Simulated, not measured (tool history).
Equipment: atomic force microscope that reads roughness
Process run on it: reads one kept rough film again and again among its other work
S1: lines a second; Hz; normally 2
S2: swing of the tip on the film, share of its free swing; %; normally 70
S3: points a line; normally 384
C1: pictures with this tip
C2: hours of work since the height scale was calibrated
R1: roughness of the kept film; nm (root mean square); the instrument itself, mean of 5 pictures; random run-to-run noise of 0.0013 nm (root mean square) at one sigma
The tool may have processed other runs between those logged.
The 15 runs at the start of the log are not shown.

{"run": 16, "hour": 553.0, "S1": 2, "S2": 70, "S3": 384, "C1": 144, "C2": 1270, "R1": 0.47}
{"hour": 574.1, "done": "new tip fitted"}
{"run": 17, "hour": 598.3, "S1": 2, "S2": 70, "S3": 384, "C1": 38, "C2": 1294, "R1": 0.471}
{"run": 18, "hour": 626.7, "S1": 2, "S2": 70, "S3": 384, "C1": 81, "C2": 1309, "R1": 0.47}
{"run": 19, "hour": 657.5, "S1": 1.08, "S2": 69, "S3": 497, "C1": 129, "C2": 1325, "R1": 0.483}
{"hour": 688.7, "done": "new tip fitted"}
{"run": 20, "hour": 696.2, "S1": 1.08, "S2": 61, "S3": 587, "C1": 11, "C2": 1346, "R1": 0.489}
{"run": 21, "hour": 727.5, "S1": 1.08, "S2": 61, "S3": 587, "C1": 60, "C2": 1362, "R1": 0.489}
{"run": 22, "hour": 775.5, "S1": 1.04, "S2": 69, "S3": 499, "C1": 134, "C2": 1388, "R1": 0.482}
{"hour": 804.4, "done": "new tip fitted"}
{"run": 23, "hour": 815.4, "S1": 1.04, "S2": 69, "S3": 499, "C1": 17, "C2": 1409, "R1": 0.483}
{"run": 24, "hour": 847.2, "S1": 3.03, "S2": 64, "S3": 357, "C1": 66, "C2": 1426, "R1": 0.468}
{"run": 25, "hour": 882.7, "S1": 3.03, "S2": 64, "S3": 357, "C1": 121, "C2": 1445, "R1": 0.47}
{"run": 26, "hour": 902.9, "S1": 0.5, "S2": 74, "S3": 357, "C1": 153, "C2": 1455, "R1": 0.487}
{"hour": 919.9, "done": "new tip fitted"}
{"run": 27, "hour": 946.6, "S1": 0.5, "S2": 74, "S3": 357, "C1": 41, "C2": 1478, "R1": 0.489}
{"run": 28, "hour": 991.2, "S1": 2.68, "S2": 70, "S3": 492, "C1": 110, "C2": 1502, "R1": 0.462}
{"run": 29, "hour": 1012.1, "S1": 2.68, "S2": 70, "S3": 492, "C1": 143, "C2": 1513, "R1": 0.463}
{"run": 30, "hour": 1032.2, "S1": 2.7, "S2": 64, "S3": 384, "C1": 174, "C2": 1524, "R1": 0.472}
{"hour": 1035.7, "done": "new tip fitted"}
{"run": 31, "hour": 1068.6, "S1": 2, "S2": 70, "S3": 275, "C1": 51, "C2": 1543, "R1": 0.469}
{"run": 32, "hour": 1092.3, "S1": 1.01, "S2": 79, "S3": 527, "C1": 87, "C2": 1555, "R1": 0.474}
{"run": 33, "hour": 1131.8, "S1": 1.01, "S2": 76, "S3": 748, "C1": 148, "C2": 1576, "R1": 0.479}
{"hour": 1149.9, "done": "new tip fitted"}
{"run": 34, "hour": 1177.9, "S1": 1.01, "S2": 76, "S3": 748, "C1": 43, "C2": 1601, "R1": 0.478}
{"run": 35, "hour": 1221.7, "S1": 1.01, "S2": 76, "S3": 748, "C1": 111, "C2": 1624, "R1": 0.479}

Alternative continuations, all from the tool just after run 35; predict every row:
{"run": "A", "hour": 1261.7, "S1": 1.57, "S2": 63, "S3": 384, "C1": 173, "C2": 1645, "R1": "?"}
{"run": "B", "hour": 1261.7, "S1": 1.01, "S2": 90, "S3": 748, "C1": 173, "C2": 1645, "R1": "?"}
{"run": "C", "hour": 1261.7, "S1": 2, "S2": 70, "S3": 778, "C1": 173, "C2": 1645, "R1": "?"}

run=A R1=0.482
run=B R1=0.461
run=C R1=0.473
With the hidden condition removed and each run's random variation left untouched, the same runs would have given:
run=A R1=0.482
run=B R1=0.461
run=C R1=0.473

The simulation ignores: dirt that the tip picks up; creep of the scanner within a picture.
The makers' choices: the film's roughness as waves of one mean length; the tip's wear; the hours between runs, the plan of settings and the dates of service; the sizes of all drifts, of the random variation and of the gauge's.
